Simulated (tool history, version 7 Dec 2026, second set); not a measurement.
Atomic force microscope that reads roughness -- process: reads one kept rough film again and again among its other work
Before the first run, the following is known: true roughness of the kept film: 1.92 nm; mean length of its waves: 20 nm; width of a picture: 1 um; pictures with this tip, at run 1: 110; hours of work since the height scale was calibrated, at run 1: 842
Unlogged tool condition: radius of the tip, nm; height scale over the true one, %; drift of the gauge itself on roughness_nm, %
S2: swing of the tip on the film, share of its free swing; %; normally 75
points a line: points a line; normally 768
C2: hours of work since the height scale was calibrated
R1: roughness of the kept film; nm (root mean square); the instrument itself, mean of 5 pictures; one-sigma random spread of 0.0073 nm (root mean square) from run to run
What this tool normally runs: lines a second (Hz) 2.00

run 1 hour=0.0 | lines_a_second_(Hz)=2.00 S2=75 points_a_line=768 | pictures_with_this_tip=110 C2=842 | R1=1.520
run 2 hour=29.0 | lines_a_second_(Hz)=2.00 S2=75 points_a_line=768 | pictures_with_this_tip=149 C2=862 | R1=1.504
run 3 hour=57.7 | lines_a_second_(Hz)=2.00 S2=75 points_a_line=768 | pictures_with_this_tip=187 C2=881 | R1=1.512
run 4 hour=99.9 | lines_a_second_(Hz)=2.00 S2=75 points_a_line=768 | pictures_with_this_tip=243 C2=910 | R1=1.493
run 5 hour=155.0 | lines_a_second_(Hz)=2.00 S2=75 points_a_line=768 | pictures_with_this_tip=316 C2=948 | R1=1.515
-- hour=180.8 new tip fitted
run 6 hour=183.6 | lines_a_second_(Hz)=2.00 S2=75 points_a_line=768 | pictures_with_this_tip=4 C2=967 | R1=1.515
run 7 hour=243.3 | lines_a_second_(Hz)=2.00 S2=75 points_a_line=768 | pictures_with_this_tip=83 C2=1007 | R1=1.509
run 8 hour=271.1 | lines_a_second_(Hz)=0.68 S2=75 points_a_line=768 | pictures_with_this_tip=120 C2=1026 | R1=1.563
run 9 hour=313.1 | lines_a_second_(Hz)=2.00 S2=75 points_a_line=331 | pictures_with_this_tip=176 C2=1055 | R1=1.474
run 10 hour=345.8 | lines_a_second_(Hz)=2.00 S2=75 points_a_line=331 | pictures_with_this_tip=220 C2=1077 | R1=1.485
run 11 hour=385.3 | lines_a_second_(Hz)=2.00 S2=75 points_a_line=768 | pictures_with_this_tip=272 C2=1104 | R1=1.513
run 12 hour=435.9 | lines_a_second_(Hz)=2.00 S2=75 points_a_line=768 | pictures_with_this_tip=339 C2=1138 | R1=1.506
-- hour=442.5 new tip fitted
run 13 hour=492.1 | lines_a_second_(Hz)=2.17 S2=75 points_a_line=768 | pictures_with_this_tip=66 C2=1176 | R1=1.513
run 14 hour=549.0 | lines_a_second_(Hz)=2.17 S2=75 points_a_line=768 | pictures_with_this_tip=142 C2=1215 | R1=1.506

Predict the results of run 15:
run 15 hour=599.8 | lines_a_second_(Hz)=2.17 S2=75 points_a_line=768 | pictures_with_this_tip=209 C2=1249 | R1=?

R1: 1.497 nm (root mean square)
With the hidden condition absent and the run-to-run variation left alone, this run would have shown R1 1.503 nm (root mean square).

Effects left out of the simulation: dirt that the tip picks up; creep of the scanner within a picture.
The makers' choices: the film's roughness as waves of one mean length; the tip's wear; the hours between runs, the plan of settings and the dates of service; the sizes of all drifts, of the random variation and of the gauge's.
